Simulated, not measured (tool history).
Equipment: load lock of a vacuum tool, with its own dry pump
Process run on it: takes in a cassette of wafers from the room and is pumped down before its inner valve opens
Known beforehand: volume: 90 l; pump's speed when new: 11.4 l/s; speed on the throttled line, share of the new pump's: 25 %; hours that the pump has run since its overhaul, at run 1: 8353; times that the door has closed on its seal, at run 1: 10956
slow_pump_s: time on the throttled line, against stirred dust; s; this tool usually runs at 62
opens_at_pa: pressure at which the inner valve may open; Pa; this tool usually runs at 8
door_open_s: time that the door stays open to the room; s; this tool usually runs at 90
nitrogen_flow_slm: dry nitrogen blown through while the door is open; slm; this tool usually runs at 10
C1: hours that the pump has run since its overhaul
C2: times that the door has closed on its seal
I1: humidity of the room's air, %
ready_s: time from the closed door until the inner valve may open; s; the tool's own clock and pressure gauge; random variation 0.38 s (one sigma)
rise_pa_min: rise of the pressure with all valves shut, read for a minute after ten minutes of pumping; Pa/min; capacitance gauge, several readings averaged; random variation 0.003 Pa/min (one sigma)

{"run": 1, "hour": 0.0, "slow_pump_s": 62, "opens_at_pa": 8, "door_open_s": 90, "nitrogen_flow_slm": 10, "C1": 8353, "C2": 10956, "I1": 41.8, "ready_s": 125.1, "rise_pa_min": 0.066}
{"run": 2, "hour": 91.2, "slow_pump_s": 62, "opens_at_pa": 8, "door_open_s": 90, "nitrogen_flow_slm": 8, "C1": 8444, "C2": 11270, "I1": 47.9, "ready_s": 125.0, "rise_pa_min": 0.076}
{"run": 3, "hour": 177.2, "slow_pump_s": 62, "opens_at_pa": 8, "door_open_s": 90, "nitrogen_flow_slm": 8, "C1": 8530, "C2": 11566, "I1": 44.0, "ready_s": 125.8, "rise_pa_min": 0.079}
{"run": 4, "hour": 276.6, "slow_pump_s": 62, "opens_at_pa": 8, "door_open_s": 90, "nitrogen_flow_slm": 10, "C1": 8630, "C2": 11908, "I1": 43.0, "ready_s": 125.2, "rise_pa_min": 0.076}
{"run": 5, "hour": 382.2, "slow_pump_s": 62, "opens_at_pa": 8, "door_open_s": 90, "nitrogen_flow_slm": 10, "C1": 8735, "C2": 12271, "I1": 44.9, "ready_s": 124.9, "rise_pa_min": 0.07}
{"run": 6, "hour": 443.0, "slow_pump_s": 62, "opens_at_pa": 8, "door_open_s": 90, "nitrogen_flow_slm": 10, "C1": 8796, "C2": 12481, "I1": 40.8, "ready_s": 125.2, "rise_pa_min": 0.072}
{"run": 7, "hour": 538.5, "slow_pump_s": 62, "opens_at_pa": 8, "door_open_s": 90, "nitrogen_flow_slm": 10, "C1": 8892, "C2": 12809, "I1": 44.5, "ready_s": 125.2, "rise_pa_min": 0.078}
{"run": 8, "hour": 626.9, "slow_pump_s": 62, "opens_at_pa": 9, "door_open_s": 90, "nitrogen_flow_slm": 10, "C1": 8980, "C2": 13113, "I1": 44.7, "ready_s": 124.3, "rise_pa_min": 0.076}
{"run": 9, "hour": 681.1, "slow_pump_s": 62, "opens_at_pa": 9, "door_open_s": 90, "nitrogen_flow_slm": 10, "C1": 9034, "C2": 13300, "I1": 43.2, "ready_s": 124.2, "rise_pa_min": 0.081}
{"run": 10, "hour": 750.8, "slow_pump_s": 62, "opens_at_pa": 9, "door_open_s": 90, "nitrogen_flow_slm": 10, "C1": 9104, "C2": 13539, "I1": 43.3, "ready_s": 123.8, "rise_pa_min": 0.081}
{"run": 11, "hour": 809.1, "slow_pump_s": 62, "opens_at_pa": 9, "door_open_s": 90, "nitrogen_flow_slm": 10, "C1": 9162, "C2": 13740, "I1": 46.7, "ready_s": 124.3, "rise_pa_min": 0.085}
{"run": 12, "hour": 906.4, "slow_pump_s": 62, "opens_at_pa": 9, "door_open_s": 90, "nitrogen_flow_slm": 10, "C1": 9260, "C2": 14075, "I1": 44.6, "ready_s": 123.9, "rise_pa_min": 0.087}
{"run": 13, "hour": 984.5, "slow_pump_s": 62, "opens_at_pa": 9, "door_open_s": 90, "nitrogen_flow_slm": 10, "C1": 9338, "C2": 14344, "I1": 41.4, "ready_s": 124.1, "rise_pa_min": 0.081}
{"run": 14, "hour": 1053.2, "slow_pump_s": 62, "opens_at_pa": 8, "door_open_s": 90, "nitrogen_flow_slm": 43, "C1": 9406, "C2": 14580, "I1": 41.8, "ready_s": 125.6, "rise_pa_min": 0.076}
{"run": 15, "hour": 1160.2, "slow_pump_s": 62, "opens_at_pa": 8, "door_open_s": 78, "nitrogen_flow_slm": 10, "C1": 9513, "C2": 14948, "I1": 40.0, "ready_s": 126.1, "rise_pa_min": 0.079}
{"run": 16, "hour": 1227.3, "slow_pump_s": 62, "opens_at_pa": 8, "door_open_s": 78, "nitrogen_flow_slm": 10, "C1": 9581, "C2": 15179, "I1": 44.4, "ready_s": 125.6, "rise_pa_min": 0.084}
{"run": 17, "hour": 1279.3, "slow_pump_s": 62, "opens_at_pa": 8, "door_open_s": 78, "nitrogen_flow_slm": 5, "C1": 9633, "C2": 15358, "I1": 42.5, "ready_s": 125.8, "rise_pa_min": 0.092}
{"run": 18, "hour": 1336.9, "slow_pump_s": 62, "opens_at_pa": 8, "door_open_s": 78, "nitrogen_flow_slm": 19, "C1": 9690, "C2": 15556, "I1": 45.3, "ready_s": 125.9, "rise_pa_min": 0.084}
{"run": 19, "hour": 1391.1, "slow_pump_s": 62, "opens_at_pa": 14, "door_open_s": 108, "nitrogen_flow_slm": 10, "C1": 9744, "C2": 15742, "I1": 44.7, "ready_s": 121.0, "rise_pa_min": 0.099}
{"run": 20, "hour": 1467.9, "slow_pump_s": 64, "opens_at_pa": 9, "door_open_s": 159, "nitrogen_flow_slm": 4, "C1": 9821, "C2": 16006, "I1": 46.0, "ready_s": 125.8, "rise_pa_min": 0.112}
{"run": 21, "hour": 1567.1, "slow_pump_s": 64, "opens_at_pa": 12, "door_open_s": 36, "nitrogen_flow_slm": 12, "C1": 9920, "C2": 16348, "I1": 43.8, "ready_s": 123.4, "rise_pa_min": 0.08}
{"run": 22, "hour": 1658.9, "slow_pump_s": 64, "opens_at_pa": 12, "door_open_s": 36, "nitrogen_flow_slm": 12, "C1": 10012, "C2": 16664, "I1": 43.0, "ready_s": 123.7, "rise_pa_min": 0.087}
{"run": 23, "hour": 1742.7, "slow_pump_s": 62, "opens_at_pa": 8, "door_open_s": 46, "nitrogen_flow_slm": 9, "C1": 10096, "C2": 16952, "I1": 45.2, "ready_s": 125.4, "rise_pa_min": 0.089}
{"run": 24, "hour": 1848.1, "slow_pump_s": 62, "opens_at_pa": 8, "door_open_s": 46, "nitrogen_flow_slm": 9, "C1": 10201, "C2": 17315, "I1": 43.4, "ready_s": 126.0, "rise_pa_min": 0.091}
{"run": 25, "hour": 1904.1, "slow_pump_s": 36, "opens_at_pa": 8, "door_open_s": 46, "nitrogen_flow_slm": 7, "C1": 10257, "C2": 17507, "I1": 46.8, "ready_s": 107.0, "rise_pa_min": 0.094}
{"run": 26, "hour": 1969.2, "slow_pump_s": 36, "opens_at_pa": 8, "door_open_s": 46, "nitrogen_flow_slm": 7, "C1": 10322, "C2": 17731, "I1": 44.4, "ready_s": 107.5, "rise_pa_min": 0.095}
{"run": 27, "hour": 2064.0, "slow_pump_s": 36, "opens_at_pa": 8, "door_open_s": 46, "nitrogen_flow_slm": 7, "C1": 10417, "C2": 18057, "I1": 48.4, "ready_s": 106.3, "rise_pa_min": 0.093}
{"run": 28, "hour": 2114.5, "slow_pump_s": 51, "opens_at_pa": 8, "door_open_s": 100, "nitrogen_flow_slm": 10, "C1": 10468, "C2": 18231, "I1": 46.4, "ready_s": 117.4, "rise_pa_min": 0.112}
{"run": 29, "hour": 2190.9, "slow_pump_s": 62, "opens_at_pa": 7, "door_open_s": 235, "nitrogen_flow_slm": 10, "C1": 10544, "C2": 18494, "I1": 44.2, "ready_s": 127.0, "rise_pa_min": 0.128}
{"run": 30, "hour": 2248.6, "slow_pump_s": 62, "opens_at_pa": 7, "door_open_s": 235, "nitrogen_flow_slm": 10, "C1": 10602, "C2": 18693, "I1": 47.6, "ready_s": 127.4, "rise_pa_min": 0.131}
{"run": 31, "hour": 2295.4, "slow_pump_s": 119, "opens_at_pa": 8, "door_open_s": 49, "nitrogen_flow_slm": 33, "C1": 10649, "C2": 18853, "I1": 42.5, "ready_s": 167.2, "rise_pa_min": 0.103}
{"run": 32, "hour": 2346.9, "slow_pump_s": 119, "opens_at_pa": 8, "door_open_s": 49, "nitrogen_flow_slm": 33, "C1": 10700, "C2": 19031, "I1": 43.4, "ready_s": 167.0, "rise_pa_min": 0.091}
{"run": 33, "hour": 2426.2, "slow_pump_s": 119, "opens_at_pa": 8, "door_open_s": 49, "nitrogen_flow_slm": 33, "C1": 10779, "C2": 19304, "I1": 45.7, "ready_s": 167.7, "rise_pa_min": 0.101}
{"run": 34, "hour": 2512.1, "slow_pump_s": 67, "opens_at_pa": 8, "door_open_s": 90, "nitrogen_flow_slm": 4, "C1": 10865, "C2": 19599, "I1": 49.2, "ready_s": 130.1, "rise_pa_min": 0.121}
{"run": 35, "hour": 2605.0, "slow_pump_s": 62, "opens_at_pa": 8, "door_open_s": 61, "nitrogen_flow_slm": 10, "C1": 10958, "C2": 19919, "I1": 45.5, "ready_s": 126.2, "rise_pa_min": 0.115}
{"run": 36, "hour": 2669.4, "slow_pump_s": 62, "opens_at_pa": 8, "door_open_s": 61, "nitrogen_flow_slm": 10, "C1": 11023, "C2": 20140, "I1": 43.7, "ready_s": 126.5, "rise_pa_min": 0.111}

Results for each run, recomputed without the tool's hidden state and with each run's random variation untouched:
Hidden conditions of the tool in this case: pump's speed, % of a new pump's; leak at the door's seal, Pa l/s; drift of the gauge itself on ready_s, %; drift of the gauge itself on rise_pa_min, %.
run=1 ready_s=121.1 rise_pa_min=0.021
run=2 ready_s=120.9 rise_pa_min=0.031
run=3 ready_s=121.7 rise_pa_min=0.031
run=4 ready_s=121.0 rise_pa_min=0.027
run=5 ready_s=120.7 rise_pa_min=0.019
run=6 ready_s=121.0 rise_pa_min=0.020
run=7 ready_s=120.9 rise_pa_min=0.024
run=8 ready_s=119.9 rise_pa_min=0.021
run=9 ready_s=119.8 rise_pa_min=0.025
run=10 ready_s=119.4 rise_pa_min=0.023
run=11 ready_s=119.9 rise_pa_min=0.026
run=12 ready_s=119.4 rise_pa_min=0.026
run=13 ready_s=119.5 rise_pa_min=0.019
run=14 ready_s=120.9 rise_pa_min=0.014
run=15 ready_s=121.5 rise_pa_min=0.015
run=16 ready_s=121.0 rise_pa_min=0.019
run=17 ready_s=121.2 rise_pa_min=0.024
run=18 ready_s=121.2 rise_pa_min=0.016
run=19 ready_s=116.7 rise_pa_min=0.029
run=20 ready_s=121.0 rise_pa_min=0.042
run=21 ready_s=118.9 rise_pa_min=0.008
run=22 ready_s=119.2 rise_pa_min=0.013
run=23 ready_s=120.6 rise_pa_min=0.012
run=24 ready_s=121.1 rise_pa_min=0.015
run=25 ready_s=101.5 rise_pa_min=0.016
run=26 ready_s=101.9 rise_pa_min=0.015
run=27 ready_s=100.8 rise_pa_min=0.011
run=28 ready_s=112.2 rise_pa_min=0.030
run=29 ready_s=121.9 rise_pa_min=0.043
run=30 ready_s=122.2 rise_pa_min=0.045
run=31 ready_s=163.3 rise_pa_min=0.016
run=32 ready_s=163.1 rise_pa_min=0.005
run=33 ready_s=163.8 rise_pa_min=0.014
run=34 ready_s=125.0 rise_pa_min=0.031
run=35 ready_s=120.9 rise_pa_min=0.021
run=36 ready_s=121.2 rise_pa_min=0.016

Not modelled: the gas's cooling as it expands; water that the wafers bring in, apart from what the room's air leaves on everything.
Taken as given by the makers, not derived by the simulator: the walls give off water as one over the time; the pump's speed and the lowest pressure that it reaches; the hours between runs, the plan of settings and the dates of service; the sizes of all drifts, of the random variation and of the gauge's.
